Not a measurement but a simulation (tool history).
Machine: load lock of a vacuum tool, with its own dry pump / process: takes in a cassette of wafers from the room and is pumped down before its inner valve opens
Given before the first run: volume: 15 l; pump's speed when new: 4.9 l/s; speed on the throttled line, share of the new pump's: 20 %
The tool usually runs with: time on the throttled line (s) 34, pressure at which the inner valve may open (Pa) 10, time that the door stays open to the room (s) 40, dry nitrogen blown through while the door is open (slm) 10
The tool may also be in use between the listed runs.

run,hour,time on the throttled line (s),pressure at which the inner valve may open (Pa),time that the door stays open to the room (s),dry nitrogen blown through while the door is open (slm),"incoming humidity of the room's air, %",time from the closed door until the inner valve may open (s),rise of the pressure with all valves shut (Pa/min)
1,0,34,10,40,10,45.6,55.8,0.065
2,365.1,34,10,40,10,43.4,55.8,0.058
3,818.1,34,10,193,10,48.5,55.5,0.201
4,1001.2,34,10,193,10,45.6,56.2,0.191
5,1349.1,34,10,193,10,44.4,56.2,0.178
6,1556,34,10,193,10,46.3,54.9,0.194
7,1916.9,34,10,193,10,46.7,55.3,0.192
8,2288.7,34,10,193,10,44.3,56.5,0.177
9,2619,34,10,193,10,48.3,56,0.197
10,2943.5,34,10,193,10,46.6,55.6,0.193
11,3334.1,34,10,193,10,44.7,55.4,0.183
12,3644.2,34,10,40,4,43.1,55.7,0.08
13,3970.6,34,10,40,4,44.7,55.6,0.078
14,4354.2,34,10,40,4,44.5,54.9,0.081
15,4552.7,34,10,40,26,47.2,55.7,0.051
16,4836,34,10,40,26,45.3,55.6,0.048
17,5163,34,20,79,11,44.9,52.9,0.096
18,5571.7,22,9,53,29,46.3,46.4,0.052
19,5869.5,25,13,40,7,43.3,48.4,0.071
20,6236.9,25,13,40,7,43.7,47.1,0.072

Run 21 is up next; what results do you expect?
21,6518.1,38,10,107,29,45.5,?,?

For run 21 the tool returned time from the closed door until the inner valve may open (s) 59.5, rise of the pressure with all valves shut (Pa/min) 0.081.
Without the tool's hidden state the same run would have given time from the closed door until the inner valve may open (s) 59.5, rise of the pressure with all valves shut (Pa/min) 0.08.
